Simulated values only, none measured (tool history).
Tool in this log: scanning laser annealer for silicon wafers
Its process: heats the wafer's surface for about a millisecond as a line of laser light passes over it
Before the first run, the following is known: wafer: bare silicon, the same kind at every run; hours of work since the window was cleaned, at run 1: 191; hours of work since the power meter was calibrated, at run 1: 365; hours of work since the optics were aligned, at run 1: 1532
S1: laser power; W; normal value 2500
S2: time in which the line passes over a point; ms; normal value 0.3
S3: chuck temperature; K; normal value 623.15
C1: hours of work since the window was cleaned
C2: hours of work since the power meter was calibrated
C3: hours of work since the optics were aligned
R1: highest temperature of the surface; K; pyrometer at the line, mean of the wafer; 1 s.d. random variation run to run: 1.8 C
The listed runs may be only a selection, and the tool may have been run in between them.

{"run": 1, "hour": 0.0, "S1": 2500, "S2": 0.3, "S3": 623.15, "C1": 191, "C2": 365, "C3": 1532, "R1": 1302.15}
{"run": 2, "hour": 23.4, "S1": 2500, "S2": 0.3, "S3": 623.15, "C1": 201, "C2": 375, "C3": 1542, "R1": 1303.15}
{"run": 3, "hour": 43.5, "S1": 2500, "S2": 0.3, "S3": 623.15, "C1": 209, "C2": 383, "C3": 1550, "R1": 1303.15}
{"run": 4, "hour": 74.7, "S1": 2500, "S2": 0.3, "S3": 623.15, "C1": 222, "C2": 396, "C3": 1563, "R1": 1301.15}
{"run": 5, "hour": 100.3, "S1": 2500, "S2": 0.3, "S3": 623.15, "C1": 232, "C2": 406, "C3": 1573, "R1": 1298.15}
{"run": 6, "hour": 115.7, "S1": 2500, "S2": 0.3, "S3": 623.15, "C1": 238, "C2": 412, "C3": 1579, "R1": 1300.15}
{"run": 7, "hour": 132.9, "S1": 2500, "S2": 0.212, "S3": 623.15, "C1": 245, "C2": 419, "C3": 1586, "R1": 1205.15}
{"run": 8, "hour": 146.9, "S1": 2673, "S2": 0.3, "S3": 623.15, "C1": 251, "C2": 425, "C3": 1592, "R1": 1362.15}
{"run": 9, "hour": 178.5, "S1": 2500, "S2": 0.3, "S3": 623.15, "C1": 264, "C2": 438, "C3": 1604, "R1": 1300.15}
{"run": 10, "hour": 192.8, "S1": 2500, "S2": 0.3, "S3": 623.15, "C1": 269, "C2": 443, "C3": 1610, "R1": 1299.15}
{"run": 11, "hour": 214.6, "S1": 2500, "S2": 0.3, "S3": 623.15, "C1": 278, "C2": 452, "C3": 1619, "R1": 1295.15}
{"run": 12, "hour": 244.6, "S1": 2500, "S2": 0.3, "S3": 623.15, "C1": 290, "C2": 464, "C3": 1631, "R1": 1296.15}
{"run": 13, "hour": 275.4, "S1": 2500, "S2": 0.3, "S3": 623.15, "C1": 303, "C2": 477, "C3": 1644, "R1": 1295.15}
{"run": 14, "hour": 305.0, "S1": 2500, "S2": 0.3, "S3": 623.15, "C1": 315, "C2": 489, "C3": 1656, "R1": 1293.15}
{"run": 15, "hour": 328.5, "S1": 2500, "S2": 0.3, "S3": 623.15, "C1": 324, "C2": 498, "C3": 1665, "R1": 1295.15}
{"run": 16, "hour": 357.2, "S1": 2500, "S2": 0.3, "S3": 623.15, "C1": 336, "C2": 510, "C3": 1677, "R1": 1289.15}
{"run": 17, "hour": 379.6, "S1": 2500, "S2": 0.3, "S3": 623.15, "C1": 345, "C2": 519, "C3": 1686, "R1": 1291.15}
{"run": 18, "hour": 402.1, "S1": 2500, "S2": 0.25, "S3": 623.15, "C1": 354, "C2": 528, "C3": 1695, "R1": 1242.15}
{"run": 19, "hour": 436.1, "S1": 2500, "S2": 0.25, "S3": 603.15, "C1": 368, "C2": 542, "C3": 1709, "R1": 1221.15}
{"run": 20, "hour": 459.7, "S1": 2500, "S2": 0.292, "S3": 623.15, "C1": 377, "C2": 551, "C3": 1718, "R1": 1283.15}
{"run": 21, "hour": 493.1, "S1": 2421, "S2": 0.3, "S3": 623.15, "C1": 391, "C2": 565, "C3": 1732, "R1": 1263.15}
{"run": 22, "hour": 524.8, "S1": 2421, "S2": 0.3, "S3": 623.15, "C1": 403, "C2": 577, "C3": 1744, "R1": 1261.15}
{"hour": 533.5, "done": "optics aligned, line set to its width"}
{"run": 23, "hour": 560.6, "S1": 2421, "S2": 0.3, "S3": 623.15, "C1": 416, "C2": 590, "C3": 11, "R1": 1272.15}
{"run": 24, "hour": 586.9, "S1": 2421, "S2": 0.3, "S3": 623.15, "C1": 426, "C2": 600, "C3": 22, "R1": 1272.15}
{"run": 25, "hour": 619.2, "S1": 2421, "S2": 0.373, "S3": 623.15, "C1": 439, "C2": 613, "C3": 35, "R1": 1337.15}
{"run": 26, "hour": 639.4, "S1": 2603, "S2": 0.294, "S3": 623.15, "C1": 448, "C2": 622, "C3": 43, "R1": 1328.15}
{"run": 27, "hour": 655.8, "S1": 2603, "S2": 0.294, "S3": 623.15, "C1": 454, "C2": 628, "C3": 49, "R1": 1331.15}
{"run": 28, "hour": 675.7, "S1": 2603, "S2": 0.294, "S3": 623.15, "C1": 462, "C2": 636, "C3": 57, "R1": 1325.15}
{"run": 29, "hour": 708.0, "S1": 2603, "S2": 0.294, "S3": 623.15, "C1": 475, "C2": 649, "C3": 70, "R1": 1324.15}
{"run": 30, "hour": 724.3, "S1": 2130, "S2": 0.331, "S3": 629.15, "C1": 482, "C2": 656, "C3": 77, "R1": 1199.15}
{"run": 31, "hour": 739.7, "S1": 2130, "S2": 0.331, "S3": 629.15, "C1": 488, "C2": 662, "C3": 83, "R1": 1198.15}
{"run": 32, "hour": 757.2, "S1": 2130, "S2": 0.331, "S3": 629.15, "C1": 495, "C2": 669, "C3": 90, "R1": 1197.15}
{"run": 33, "hour": 791.0, "S1": 2130, "S2": 0.331, "S3": 629.15, "C1": 509, "C2": 683, "C3": 104, "R1": 1198.15}
{"run": 34, "hour": 806.4, "S1": 2500, "S2": 0.215, "S3": 649.15, "C1": 515, "C2": 689, "C3": 110, "R1": 1227.15}
{"run": 35, "hour": 826.7, "S1": 2611, "S2": 0.348, "S3": 649.15, "C1": 523, "C2": 697, "C3": 118, "R1": 1403.15}
{"run": 36, "hour": 848.2, "S1": 2617, "S2": 0.225, "S3": 623.15, "C1": 532, "C2": 706, "C3": 127, "R1": 1249.15}
{"run": 37, "hour": 877.3, "S1": 2482, "S2": 0.282, "S3": 638.15, "C1": 544, "C2": 718, "C3": 139, "R1": 1277.15}
{"run": 38, "hour": 905.1, "S1": 2412, "S2": 0.343, "S3": 632.15, "C1": 555, "C2": 729, "C3": 150, "R1": 1304.15}
{"run": 39, "hour": 924.1, "S1": 2706, "S2": 0.25, "S3": 635.15, "C1": 563, "C2": 737, "C3": 158, "R1": 1314.15}
{"run": 40, "hour": 954.4, "S1": 2746, "S2": 0.228, "S3": 635.15, "C1": 575, "C2": 749, "C3": 170, "R1": 1300.15}
{"run": 41, "hour": 979.8, "S1": 2500, "S2": 0.243, "S3": 588.15, "C1": 585, "C2": 759, "C3": 180, "R1": 1198.15}
{"run": 42, "hour": 1008.0, "S1": 2500, "S2": 0.229, "S3": 588.15, "C1": 596, "C2": 770, "C3": 192, "R1": 1179.15}

For some of the steps in R1 from one run to the next: how much would appear even if the tool had no hidden state, given the settings, what came in and random variation, and how much remains for the hidden state plus any gauge scatter that the measured result and the result without hidden state don't share?
The hidden state here: light that passes the window, % of a clean one's; laser's true power over the reading, %; width of the line over the set one, %; drift of the gauge itself on peak_c, C.
Run 7 -> 8: S1 2500 -> 2673, S2 0.212 -> 0.3. R1 +157 K: hidden state -9, all else +166.
Run 22 -> 23: optics aligned, line set to its width. R1 +11 K: hidden state +13, all else -2.
Run 34 -> 35: S1 2500 -> 2611, S2 0.215 -> 0.348. R1 +176 K: hidden state -13, all else +189.
Run 35 -> 36: S1 2611 -> 2617, S2 0.348 -> 0.225, S3 649.15 -> 623.15. R1 -154 K: hidden state +8, all else -162.

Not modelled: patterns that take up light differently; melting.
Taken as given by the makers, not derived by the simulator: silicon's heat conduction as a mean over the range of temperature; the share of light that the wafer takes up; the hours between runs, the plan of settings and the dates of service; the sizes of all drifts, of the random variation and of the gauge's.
